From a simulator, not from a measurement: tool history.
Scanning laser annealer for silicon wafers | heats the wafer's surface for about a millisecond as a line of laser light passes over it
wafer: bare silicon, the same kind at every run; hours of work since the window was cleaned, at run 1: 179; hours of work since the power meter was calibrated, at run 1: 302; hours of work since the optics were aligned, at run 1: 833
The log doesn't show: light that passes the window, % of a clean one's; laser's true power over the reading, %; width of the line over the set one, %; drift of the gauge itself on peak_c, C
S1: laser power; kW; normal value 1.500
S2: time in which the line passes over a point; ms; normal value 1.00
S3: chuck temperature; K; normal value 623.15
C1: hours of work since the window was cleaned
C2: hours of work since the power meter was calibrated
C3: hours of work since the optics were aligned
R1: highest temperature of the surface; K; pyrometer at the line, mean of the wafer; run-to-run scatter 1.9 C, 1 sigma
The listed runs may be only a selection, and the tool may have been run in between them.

run,day,S1,S2,S3,C1,C2,C3,R1
1,0.000,1.500,1.00,623.15,179,302,833,1457.15
2,1.617,1.512,1.00,623.15,202,326,856,1459.15
3,3.558,1.512,1.00,623.15,230,354,884,1462.15
4,5.471,1.512,1.00,623.15,258,381,912,1460.15
5,6.742,1.512,1.00,623.15,276,400,930,1461.15
6,8.871,1.500,1.00,623.15,307,430,961,1455.15
7,10.733,1.500,1.00,623.15,334,457,988,1454.15
# day 12.088: window over the wafer cleaned
8,12.246,1.500,0.99,623.15,2,478,1008,1452.15
9,13.262,1.507,1.00,623.15,17,493,1023,1460.15
10,15.104,1.507,1.00,623.15,44,519,1050,1461.15
11,16.496,1.539,1.00,623.15,64,539,1070,1479.15
12,18.488,1.539,1.00,630.15,92,568,1099,1484.15
13,20.171,1.539,1.00,630.15,117,592,1123,1483.15
14,21.308,1.539,1.00,630.15,133,609,1139,1488.15
15,23.421,1.539,1.00,630.15,164,639,1170,1488.15
16,25.325,1.539,1.00,630.15,191,667,1197,1482.15
17,27.325,1.539,1.00,651.15,220,696,1226,1506.15
18,29.475,1.539,1.00,651.15,251,727,1257,1503.15
19,31.304,1.539,1.00,651.15,277,753,1284,1506.15
20,32.642,1.539,1.00,618.15,297,772,1303,1472.15
21,33.679,1.627,1.24,618.15,312,787,1318,1652.15
22,34.642,1.627,1.24,618.15,326,801,1332,1650.15
# day 35.317: optics aligned, line set to its width
23,35.738,1.607,1.09,619.15,338,814,6,1560.15
# day 36.854: window over the wafer cleaned
24,36.988,1.607,1.09,619.15,2,831,23,1564.15
25,39.096,1.607,1.09,619.15,32,861,53,1564.15
26,40.062,1.354,0.75,627.15,46,875,67,1253.15
27,41.621,1.600,1.00,623.15,69,898,90,1517.15
28,43.492,1.590,0.95,623.15,96,925,117,1480.15
29,44.921,1.590,0.95,623.15,116,945,137,1483.15
30,46.462,1.567,0.85,622.15,139,968,160,1414.15
31,47.708,1.302,0.85,649.15,157,986,178,1297.15
32,49.096,1.446,1.00,624.15,177,1006,198,1423.15
33,50.850,1.446,1.00,624.15,202,1031,223,1423.15
34,52.146,1.446,1.00,624.15,221,1050,242,1421.15
35,53.550,1.462,0.90,584.15,241,1070,262,1339.15
36,54.883,1.506,0.90,635.15,260,1089,281,1419.15
37,55.771,1.407,1.23,655.15,273,1102,294,1531.15
38,57.396,1.407,1.23,655.15,297,1126,318,1530.15
39,59.142,1.407,1.23,655.15,322,1151,343,1533.15
40,60.950,1.407,1.23,655.15,348,1177,369,1534.15

3 options for the next run, each taken on its own from the tool as it stands now. Forecast them:
# day 61.325: window over the wafer cleaned
A,62.058,1.524,1.12,583.15,11,1192,384,?
# day 61.325: window over the wafer cleaned
B,62.058,1.382,1.00,600.15,11,1192,384,?
# day 61.325: window over the wafer cleaned
C,62.058,1.609,1.17,655.15,11,1192,384,?

run,R1
A,1485.15
B,1362.15
C,1637.15
Without the tool's unlogged condition, the same runs would have read:
run,R1
A,1485.15
B,1362.15
C,1637.15
